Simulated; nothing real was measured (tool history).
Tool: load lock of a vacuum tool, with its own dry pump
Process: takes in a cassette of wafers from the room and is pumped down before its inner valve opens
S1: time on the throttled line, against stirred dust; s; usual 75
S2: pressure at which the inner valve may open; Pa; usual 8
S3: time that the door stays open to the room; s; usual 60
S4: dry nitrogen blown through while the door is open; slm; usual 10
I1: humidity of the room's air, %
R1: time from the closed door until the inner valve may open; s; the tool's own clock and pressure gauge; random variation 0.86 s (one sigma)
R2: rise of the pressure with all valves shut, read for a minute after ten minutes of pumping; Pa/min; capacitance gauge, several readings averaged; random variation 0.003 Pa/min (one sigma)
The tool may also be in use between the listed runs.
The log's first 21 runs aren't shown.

Run 22, hour 1405: usual settings but S1 131 s, S2 7 Pa, S3 28 s, S4 20 slm; I1 44.9. Result: R1 181.7 s, R2 0.014 Pa/min.
Run 23, hour 1492.9: usual settings but S1 131 s, S2 7 Pa, S3 28 s, S4 20 slm; I1 42.4. Result: R1 181 s, R2 0.017 Pa/min.
Run 24, hour 1551.3: usual settings but S1 58 s, S2 6 Pa; I1 43.1. Result: R1 123.9 s, R2 0.037 Pa/min.
Run 25, hour 1631.1: usual settings but S1 58 s, S2 6 Pa; I1 45.7. Result: R1 123.3 s, R2 0.034 Pa/min.
Run 26, hour 1693.7: usual settings but S1 58 s, S2 6 Pa; I1 46.5. Result: R1 124.2 s, R2 0.038 Pa/min.
Run 27, hour 1757.9: usual settings but S3 104 s, S4 25 slm; I1 45.1. Result: R1 134 s, R2 0.039 Pa/min.
Run 28, hour 1829.5: usual settings but S3 104 s, S4 25 slm; I1 44.5. Result: R1 134 s, R2 0.03 Pa/min.
Run 29, hour 1875.9: usual settings but S1 122 s, S3 128 s, S4 25 slm; I1 43.7. Result: R1 170.9 s, R2 0.031 Pa/min.
Run 30, hour 1959.9: usual settings but S1 122 s, S2 13 Pa, S4 13 slm; I1 46.1. Result: R1 170.5 s, R2 0.035 Pa/min.

Forecast run 31:
Run 31, hour 2015.6: usual settings but S1 122 s, S2 13 Pa, S4 13 slm; I1 44.5. Result: R1 ?, R2 ?.

Run 31 gave R1 169 s, R2 0.033 Pa/min.
Without the tool's hidden state the same run would have given R1 168.9 s, R2 0.033 Pa/min.
